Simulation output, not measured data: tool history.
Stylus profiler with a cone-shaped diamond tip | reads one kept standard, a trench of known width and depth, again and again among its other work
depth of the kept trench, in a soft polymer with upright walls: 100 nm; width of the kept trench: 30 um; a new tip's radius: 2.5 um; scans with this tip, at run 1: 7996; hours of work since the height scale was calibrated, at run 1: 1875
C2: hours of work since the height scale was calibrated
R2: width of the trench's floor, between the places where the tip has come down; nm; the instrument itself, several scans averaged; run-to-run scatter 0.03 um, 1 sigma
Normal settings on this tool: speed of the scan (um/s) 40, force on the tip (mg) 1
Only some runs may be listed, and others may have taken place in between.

{"run": 1, "hour": 0.0, "speed of the scan (um/s)": 40, "force on the tip (mg)": 1, "scans with this tip": 7996, "C2": 1875, "depth of the trench (nm)": 100.63, "R2": 28380}
{"run": 2, "hour": 79.9, "speed of the scan (um/s)": 40, "force on the tip (mg)": 1, "scans with this tip": 8177, "C2": 1918, "depth of the trench (nm)": 100.53, "R2": 28300}
{"run": 3, "hour": 187.5, "speed of the scan (um/s)": 40, "force on the tip (mg)": 2.28, "scans with this tip": 8422, "C2": 1975, "depth of the trench (nm)": 100.95, "R2": 28360}
{"run": 4, "hour": 304.5, "speed of the scan (um/s)": 40, "force on the tip (mg)": 2.28, "scans with this tip": 8688, "C2": 2038, "depth of the trench (nm)": 100.88, "R2": 28430}
{"run": 5, "hour": 381.3, "speed of the scan (um/s)": 40, "force on the tip (mg)": 1, "scans with this tip": 8862, "C2": 2079, "depth of the trench (nm)": 100.38, "R2": 28330}
{"run": 6, "hour": 501.8, "speed of the scan (um/s)": 40, "force on the tip (mg)": 1, "scans with this tip": 9136, "C2": 2143, "depth of the trench (nm)": 100.52, "R2": 28400}
{"run": 7, "hour": 614.7, "speed of the scan (um/s)": 40, "force on the tip (mg)": 1, "scans with this tip": 9393, "C2": 2203, "depth of the trench (nm)": 100.59, "R2": 28270}
{"run": 8, "hour": 692.5, "speed of the scan (um/s)": 40, "force on the tip (mg)": 1, "scans with this tip": 9569, "C2": 2245, "depth of the trench (nm)": 100.57, "R2": 28310}
{"run": 9, "hour": 763.1, "speed of the scan (um/s)": 40, "force on the tip (mg)": 1, "scans with this tip": 9730, "C2": 2282, "depth of the trench (nm)": 100.54, "R2": 28300}
{"run": 10, "hour": 814.2, "speed of the scan (um/s)": 40, "force on the tip (mg)": 2.01, "scans with this tip": 9846, "C2": 2309, "depth of the trench (nm)": 101.03, "R2": 28410}
{"run": 11, "hour": 879.0, "speed of the scan (um/s)": 55, "force on the tip (mg)": 2.67, "scans with this tip": 9993, "C2": 2344, "depth of the trench (nm)": 101.24, "R2": 28420}
{"hour": 979.8, "done": "height scale calibrated on a step standard"}
{"run": 12, "hour": 996.2, "speed of the scan (um/s)": 95, "force on the tip (mg)": 0.59, "scans with this tip": 10259, "C2": 9, "depth of the trench (nm)": 100.51, "R2": 27840}
{"run": 13, "hour": 1047.9, "speed of the scan (um/s)": 95, "force on the tip (mg)": 0.59, "scans with this tip": 10376, "C2": 36, "depth of the trench (nm)": 100.31, "R2": 27790}
{"run": 14, "hour": 1120.8, "speed of the scan (um/s)": 118, "force on the tip (mg)": 2.16, "scans with this tip": 10542, "C2": 75, "depth of the trench (nm)": 100.99, "R2": 28040}
{"run": 15, "hour": 1222.4, "speed of the scan (um/s)": 34, "force on the tip (mg)": 1.8, "scans with this tip": 10773, "C2": 129, "depth of the trench (nm)": 100.87, "R2": 28420}
{"run": 16, "hour": 1314.0, "speed of the scan (um/s)": 34, "force on the tip (mg)": 1.8, "scans with this tip": 10981, "C2": 178, "depth of the trench (nm)": 100.73, "R2": 28400}
{"run": 17, "hour": 1394.8, "speed of the scan (um/s)": 10, "force on the tip (mg)": 0.72, "scans with this tip": 11165, "C2": 221, "depth of the trench (nm)": 100.34, "R2": 28490}
{"run": 18, "hour": 1490.9, "speed of the scan (um/s)": 30, "force on the tip (mg)": 0.34, "scans with this tip": 11383, "C2": 272, "depth of the trench (nm)": 100.26, "R2": 28310}
{"run": 19, "hour": 1602.4, "speed of the scan (um/s)": 140, "force on the tip (mg)": 0.98, "scans with this tip": 11636, "C2": 332, "depth of the trench (nm)": 100.56, "R2": 27730}
{"run": 20, "hour": 1712.3, "speed of the scan (um/s)": 140, "force on the tip (mg)": 0.98, "scans with this tip": 11886, "C2": 390, "depth of the trench (nm)": 100.62, "R2": 27670}

Each row is a separate what-if for the run after 20, all from the same tool condition, not one after another. Results?
{"run": "A", "hour": 1788.5, "speed of the scan (um/s)": 12, "force on the tip (mg)": 0.77, "scans with this tip": 12059, "C2": 431, "depth of the trench (nm)": "?", "R2": "?"}
{"run": "B", "hour": 1788.5, "speed of the scan (um/s)": 59, "force on the tip (mg)": 1, "scans with this tip": 12059, "C2": 431, "depth of the trench (nm)": "?", "R2": "?"}
{"run": "C", "hour": 1788.5, "speed of the scan (um/s)": 20, "force on the tip (mg)": 0.44, "scans with this tip": 12059, "C2": 431, "depth of the trench (nm)": "?", "R2": "?"}
{"run": "D", "hour": 1788.5, "speed of the scan (um/s)": 14, "force on the tip (mg)": 0.37, "scans with this tip": 12059, "C2": 431, "depth of the trench (nm)": "?", "R2": "?"}

run=A depth_of_the_trench_(nm)=100.4 R2=28460
run=B depth_of_the_trench_(nm)=100.64 R2=28260
run=C depth_of_the_trench_(nm)=100.21 R2=28390
run=D depth_of_the_trench_(nm)=100.34 R2=28490
Stripped of hidden state, with their random variation kept, the same runs would have yielded:
run=A depth_of_the_trench_(nm)=100.4 R2=28480
run=B depth_of_the_trench_(nm)=100.65 R2=28280
run=C depth_of_the_trench_(nm)=100.22 R2=28410
run=D depth_of_the_trench_(nm)=100.34 R2=28510

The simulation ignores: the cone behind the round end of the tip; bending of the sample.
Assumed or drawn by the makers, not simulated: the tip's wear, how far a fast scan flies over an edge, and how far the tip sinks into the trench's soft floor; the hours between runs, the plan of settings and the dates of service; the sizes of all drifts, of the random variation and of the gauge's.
